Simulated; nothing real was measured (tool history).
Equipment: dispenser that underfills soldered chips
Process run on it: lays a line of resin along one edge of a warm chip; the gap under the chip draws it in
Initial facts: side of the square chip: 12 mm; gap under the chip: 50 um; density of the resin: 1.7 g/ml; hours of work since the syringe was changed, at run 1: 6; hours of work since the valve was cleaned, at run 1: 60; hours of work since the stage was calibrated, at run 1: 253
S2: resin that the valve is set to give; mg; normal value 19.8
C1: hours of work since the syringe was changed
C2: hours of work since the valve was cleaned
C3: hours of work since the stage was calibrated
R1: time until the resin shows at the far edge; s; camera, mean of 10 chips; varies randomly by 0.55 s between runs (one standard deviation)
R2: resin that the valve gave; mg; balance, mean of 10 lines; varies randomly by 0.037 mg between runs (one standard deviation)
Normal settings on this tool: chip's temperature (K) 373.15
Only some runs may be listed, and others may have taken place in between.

run 1 day=0.000 | chip's_temperature_(K)=373.15 S2=19.8 | C1=6 C2=60 C3=253 | R1=56.6 R2=19.25
-- day=0.188 new syringe of resin
run 2 day=0.333 | chip's_temperature_(K)=363.15 S2=19.8 | C1=2 C2=65 C3=258 | R1=67.8 R2=19.23
-- day=0.738 new syringe of resin
run 3 day=0.788 | chip's_temperature_(K)=363.15 S2=19.8 | C1=1 C2=72 C3=265 | R1=65.4 R2=19.19
-- day=1.242 new syringe of resin
run 4 day=1.321 | chip's_temperature_(K)=373.15 S2=19.8 | C1=1 C2=80 C3=273 | R1=50.4 R2=19.12
-- day=1.758 new syringe of resin
-- day=2.008 dispensing valve cleaned and set on the balance
run 5 day=2.025 | chip's_temperature_(K)=373.15 S2=19.8 | C1=4 C2=0 C3=283 | R1=51.7 R2=19.72
-- day=2.312 new syringe of resin
run 6 day=2.362 | chip's_temperature_(K)=373.15 S2=19.8 | C1=1 C2=5 C3=289 | R1=47.3 R2=19.71
run 7 day=2.788 | chip's_temperature_(K)=373.15 S2=19.8 | C1=8 C2=12 C3=295 | R1=58.3 R2=19.67
-- day=2.833 new syringe of resin
-- day=3.367 new syringe of resin
run 8 day=3.417 | chip's_temperature_(K)=373.15 S2=23.3 | C1=1 C2=22 C3=305 | R1=47.7 R2=23.10
-- day=3.883 new syringe of resin
run 9 day=3.888 | chip's_temperature_(K)=388.15 S2=19.8 | C1=0 C2=29 C3=312 | R1=32.4 R2=19.54
-- day=4.417 new syringe of resin
run 10 day=4.446 | chip's_temperature_(K)=388.15 S2=19.8 | C1=0 C2=38 C3=321 | R1=32.8 R2=19.39
run 11 day=4.750 | chip's_temperature_(K)=378.15 S2=20.2 | C1=5 C2=42 C3=326 | R1=48.5 R2=19.90
-- day=4.942 new syringe of resin
run 12 day=5.075 | chip's_temperature_(K)=376.15 S2=17.1 | C1=2 C2=47 C3=331 | R1=46.4 R2=16.78
-- day=5.458 new syringe of resin
run 13 day=5.521 | chip's_temperature_(K)=359.15 S2=18.5 | C1=1 C2=54 C3=338 | R1=75.2 R2=18.07
-- day=5.962 new syringe of resin
run 14 day=6.067 | chip's_temperature_(K)=359.15 S2=18.5 | C1=2 C2=63 C3=346 | R1=75.3 R2=18.06
-- day=6.492 new syringe of resin
run 15 day=6.712 | chip's_temperature_(K)=373.15 S2=21.0 | C1=3 C2=73 C3=356 | R1=52.5 R2=20.36
-- day=6.938 stage's temperature calibrated
-- day=7.062 new syringe of resin
run 16 day=7.117 | chip's_temperature_(K)=387.15 S2=19.8 | C1=1 C2=78 C3=3 | R1=32.6 R2=19.12
run 17 day=7.512 | chip's_temperature_(K)=385.15 S2=17.5 | C1=7 C2=85 C3=9 | R1=42.6 R2=16.80
-- day=7.617 new syringe of resin
-- day=7.950 dispensing valve cleaned and set on the balance
run 18 day=8.096 | chip's_temperature_(K)=358.15 S2=23.9 | C1=7 C2=2 C3=17 | R1=87.5 R2=23.87

Forecast each of these 3 alternatives for the next run:
-- day=8.196 new syringe of resin
run A day=8.612 | chip's_temperature_(K)=358.15 S2=23.3 | C1=7 C2=10 C3=25 | R1=? R2=?
-- day=8.196 new syringe of resin
run B day=8.612 | chip's_temperature_(K)=375.15 S2=21.8 | C1=7 C2=10 C3=25 | R1=? R2=?
-- day=8.196 new syringe of resin
run C day=8.612 | chip's_temperature_(K)=379.15 S2=23.8 | C1=7 C2=10 C3=25 | R1=? R2=?

run=A R1=88.4 R2=23.21
run=B R1=54.0 R2=21.62
run=C R1=47.6 R2=23.71
Had the tool no hidden state, the same runs would have come out as:
run=A R1=72.4 R2=23.36
run=B R1=44.2 R2=21.76
run=C R1=39.0 R2=23.86
